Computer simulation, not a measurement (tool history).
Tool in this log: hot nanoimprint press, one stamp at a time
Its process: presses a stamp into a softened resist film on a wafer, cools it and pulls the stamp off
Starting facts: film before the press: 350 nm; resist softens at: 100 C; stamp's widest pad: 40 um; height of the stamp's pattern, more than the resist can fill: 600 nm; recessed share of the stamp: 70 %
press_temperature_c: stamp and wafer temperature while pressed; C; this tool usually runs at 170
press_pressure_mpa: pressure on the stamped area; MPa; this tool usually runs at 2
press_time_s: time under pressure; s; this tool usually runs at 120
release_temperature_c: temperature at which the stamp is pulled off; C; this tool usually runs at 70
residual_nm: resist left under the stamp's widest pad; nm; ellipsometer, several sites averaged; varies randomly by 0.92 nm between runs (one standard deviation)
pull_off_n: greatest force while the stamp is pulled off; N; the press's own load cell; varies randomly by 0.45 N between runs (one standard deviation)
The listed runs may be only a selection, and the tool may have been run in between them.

{"run": 1, "hour": 0.0, "press_temperature_c": 170, "press_pressure_mpa": 2, "press_time_s": 120, "release_temperature_c": 70, "residual_nm": 187.4, "pull_off_n": 136.5}
{"run": 2, "hour": 39.5, "press_temperature_c": 170, "press_pressure_mpa": 2, "press_time_s": 120, "release_temperature_c": 70, "residual_nm": 185.2, "pull_off_n": 136.9}
{"hour": 79.3, "done": "stamp cleaned and given a new release coat"}
{"run": 3, "hour": 95.7, "press_temperature_c": 170, "press_pressure_mpa": 2, "press_time_s": 112, "release_temperature_c": 70, "residual_nm": 192.3, "pull_off_n": 133.1}
{"run": 4, "hour": 134.4, "press_temperature_c": 170, "press_pressure_mpa": 2, "press_time_s": 120, "release_temperature_c": 58, "residual_nm": 188, "pull_off_n": 146.4}
{"hour": 164.7, "done": "plate thermocouple calibrated"}
{"run": 5, "hour": 176.0, "press_temperature_c": 170, "press_pressure_mpa": 2, "press_time_s": 120, "release_temperature_c": 58, "residual_nm": 173.5, "pull_off_n": 145.6}
{"run": 6, "hour": 235.8, "press_temperature_c": 170, "press_pressure_mpa": 2, "press_time_s": 120, "release_temperature_c": 70, "residual_nm": 175.6, "pull_off_n": 135.4}
{"run": 7, "hour": 268.4, "press_temperature_c": 170, "press_pressure_mpa": 2, "press_time_s": 120, "release_temperature_c": 70, "residual_nm": 175.8, "pull_off_n": 136.6}
{"hour": 279.5, "done": "stamp cleaned and given a new release coat"}
{"run": 8, "hour": 326.6, "press_temperature_c": 170, "press_pressure_mpa": 2, "press_time_s": 120, "release_temperature_c": 70, "residual_nm": 175.9, "pull_off_n": 131.2}
{"run": 9, "hour": 390.6, "press_temperature_c": 170, "press_pressure_mpa": 2, "press_time_s": 120, "release_temperature_c": 70, "residual_nm": 177.2, "pull_off_n": 134.8}
{"run": 10, "hour": 439.5, "press_temperature_c": 170, "press_pressure_mpa": 2, "press_time_s": 120, "release_temperature_c": 70, "residual_nm": 179.3, "pull_off_n": 136.3}
{"hour": 479.4, "done": "stamp cleaned and given a new release coat"}
{"run": 11, "hour": 499.1, "press_temperature_c": 170, "press_pressure_mpa": 2, "press_time_s": 120, "release_temperature_c": 70, "residual_nm": 179.1, "pull_off_n": 132.4}
{"run": 12, "hour": 527.9, "press_temperature_c": 170, "press_pressure_mpa": 2, "press_time_s": 120, "release_temperature_c": 70, "residual_nm": 181.6, "pull_off_n": 132.8}
{"run": 13, "hour": 572.0, "press_temperature_c": 170, "press_pressure_mpa": 2.75, "press_time_s": 176, "release_temperature_c": 70, "residual_nm": 138.4, "pull_off_n": 134.9}
{"run": 14, "hour": 637.2, "press_temperature_c": 170, "press_pressure_mpa": 2.75, "press_time_s": 176, "release_temperature_c": 70, "residual_nm": 139.9, "pull_off_n": 136.8}
{"hour": 679.9, "done": "stamp cleaned and given a new release coat"}
{"run": 15, "hour": 680.7, "press_temperature_c": 170, "press_pressure_mpa": 2.75, "press_time_s": 175, "release_temperature_c": 70, "residual_nm": 140.4, "pull_off_n": 131.2}
{"run": 16, "hour": 713.6, "press_temperature_c": 166, "press_pressure_mpa": 2.35, "press_time_s": 120, "release_temperature_c": 70, "residual_nm": 201.1, "pull_off_n": 132.1}
{"run": 17, "hour": 780.1, "press_temperature_c": 177, "press_pressure_mpa": 2.64, "press_time_s": 163, "release_temperature_c": 57, "residual_nm": 112, "pull_off_n": 148.1}
{"run": 18, "hour": 817.0, "press_temperature_c": 168, "press_pressure_mpa": 1.79, "press_time_s": 220, "release_temperature_c": 70, "residual_nm": 170.6, "pull_off_n": 137.1}
{"hour": 878.9, "done": "stamp cleaned and given a new release coat"}
{"run": 19, "hour": 878.9, "press_temperature_c": 174, "press_pressure_mpa": 2, "press_time_s": 120, "release_temperature_c": 65, "residual_nm": 163.5, "pull_off_n": 137.2}
{"run": 20, "hour": 911.1, "press_temperature_c": 172, "press_pressure_mpa": 2, "press_time_s": 122, "release_temperature_c": 65, "residual_nm": 174.9, "pull_off_n": 138.2}
{"hour": 965.3, "done": "press's hydraulic seals changed and the load cell set to zero"}
{"run": 21, "hour": 978.9, "press_temperature_c": 172, "press_pressure_mpa": 2, "press_time_s": 122, "release_temperature_c": 65, "residual_nm": 173.4, "pull_off_n": 141.3}
{"run": 22, "hour": 1012.5, "press_temperature_c": 172, "press_pressure_mpa": 1.75, "press_time_s": 62, "release_temperature_c": 70, "residual_nm": 226.6, "pull_off_n": 137.1}
{"hour": 1038.2, "done": "plate thermocouple calibrated"}
{"run": 23, "hour": 1071.4, "press_temperature_c": 172, "press_pressure_mpa": 1.75, "press_time_s": 62, "release_temperature_c": 70, "residual_nm": 214.2, "pull_off_n": 137.1}

For each run, the measured value with the value that run would have given without the tool's hidden condition subtracted. The run-to-run variation is shared by both, the gauge scatter possibly not:
Unlogged tool condition in this case: true temperature over the reading, C; pressure that arrives at the usual setting, %; grip of the stamp's worn release coat, % over a new coat's; drift of the gauge itself on residual_nm, %; drift of the gauge itself on pull_off_n, %.
run=1 residual_nm=+13.9 pull_off_n=+6.3
run=2 residual_nm=+14.7 pull_off_n=+7.7
run=3 residual_nm=+16.1 pull_off_n=+2.8
run=4 residual_nm=+16.7 pull_off_n=+4.5
run=5 residual_nm=+1.2 pull_off_n=+3.7
run=6 residual_nm=+2.5 pull_off_n=+5.6
run=7 residual_nm=+3.3 pull_off_n=+6.8
run=8 residual_nm=+4.5 pull_off_n=+2.1
run=9 residual_nm=+6 pull_off_n=+4.6
run=10 residual_nm=+7 pull_off_n=+6.4
run=11 residual_nm=+8.3 pull_off_n=+1.7
run=12 residual_nm=+9 pull_off_n=+2.7
run=13 residual_nm=+9.4 pull_off_n=+4.4
run=14 residual_nm=+10.9 pull_off_n=+6.9
run=15 residual_nm=+11.7 pull_off_n=+1.4
run=16 residual_nm=+14.6 pull_off_n=+2.7
run=17 residual_nm=+10.8 pull_off_n=+5.6
run=18 residual_nm=+15.2 pull_off_n=+6.7
run=19 residual_nm=+15.6 pull_off_n=+2
run=20 residual_nm=+17.2 pull_off_n=+3.2
run=21 residual_nm=+14.5 pull_off_n=+5.7
run=22 residual_nm=+16 pull_off_n=+6.9
run=23 residual_nm=+1.8 pull_off_n=+6.6
